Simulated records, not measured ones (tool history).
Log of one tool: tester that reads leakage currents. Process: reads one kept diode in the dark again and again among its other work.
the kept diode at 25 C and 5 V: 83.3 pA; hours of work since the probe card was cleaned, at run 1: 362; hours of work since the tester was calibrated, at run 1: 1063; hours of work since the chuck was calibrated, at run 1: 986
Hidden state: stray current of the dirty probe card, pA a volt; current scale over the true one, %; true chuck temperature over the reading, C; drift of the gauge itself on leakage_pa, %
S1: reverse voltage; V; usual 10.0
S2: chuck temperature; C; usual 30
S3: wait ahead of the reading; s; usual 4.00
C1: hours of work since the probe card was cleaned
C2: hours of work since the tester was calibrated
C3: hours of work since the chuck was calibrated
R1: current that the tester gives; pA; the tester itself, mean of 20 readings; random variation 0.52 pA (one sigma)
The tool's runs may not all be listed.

run	hour	S1	S2	S3	C1	C2	C3	R1
1	0.0	10.0	30	4.00	362	1063	986	169.06
2	30.1	10.0	30	0.64	376	1077	1001	173.40
3	80.0	10.0	30	0.55	401	1102	1025	174.59
4	114.6	10.0	30	0.59	417	1119	1042	173.86
5	170.9	10.0	30	4.00	445	1146	1069	167.96
6	229.0	4.4	30	4.00	473	1174	1097	115.70
7	277.4	10.0	30	0.41	497	1198	1121	176.42
8	337.9	10.0	47	4.00	526	1227	1150	610.01
9	375.0	10.0	47	4.00	544	1245	1168	606.70
10	416.1	10.0	47	4.00	564	1265	1188	606.89
11	448.8	10.0	47	4.00	580	1281	1204	604.26
12	489.8	10.0	47	4.00	600	1301	1224	604.16
13	537.2	10.0	47	4.00	623	1324	1247	605.14
14	567.1	10.0	47	4.00	637	1339	1262	606.51
15	615.5	10.0	30	4.00	661	1362	1285	167.12
16	655.8	10.0	30	4.00	681	1382	1305	166.48
17	691.2	10.0	30	4.00	698	1399	1322	166.87
18	724.1	10.0	30	4.00	714	1415	1338	166.19
19	761.5	9.4	30	4.00	732	1433	1356	161.65
20	804.1	9.4	30	4.00	753	1454	1377	162.08
21	847.2	3.3	30	0.38	774	1475	1398	103.61
22	877.8	3.3	43	3.15	789	1490	1413	275.64
23	915.5	12.8	28	1.64	807	1508	1431	160.80
24	948.6	2.3	34	1.64	823	1524	1447	117.81
25	976.3	2.3	34	1.64	837	1538	1461	117.53
26	1001.7	4.3	22	4.00	849	1550	1473	59.07
27	1053.9	4.3	22	4.00	874	1575	1499	59.01
28	1115.3	2.1	30	4.00	904	1605	1528	81.97
29	1149.9	7.7	30	2.13	921	1622	1545	147.53
30	1208.7	7.7	32	2.19	950	1651	1574	173.11
31	1235.3	7.7	52	1.15	962	1664	1587	762.92

3 ways to go on from here, each from the tool as it stands after run 31. What would each give?
A	1273.2	9.0	30	3.21	981	1682	1605	?
B	1273.2	10.0	30	5.82	981	1682	1605	?
C	1273.2	10.0	59	4.00	981	1682	1605	?

run	R1
A	157.56
B	166.43
C	1377.52
Without the tool's hidden state the same runs would have given:
run	R1
A	163.78
B	172.97
C	1425.40
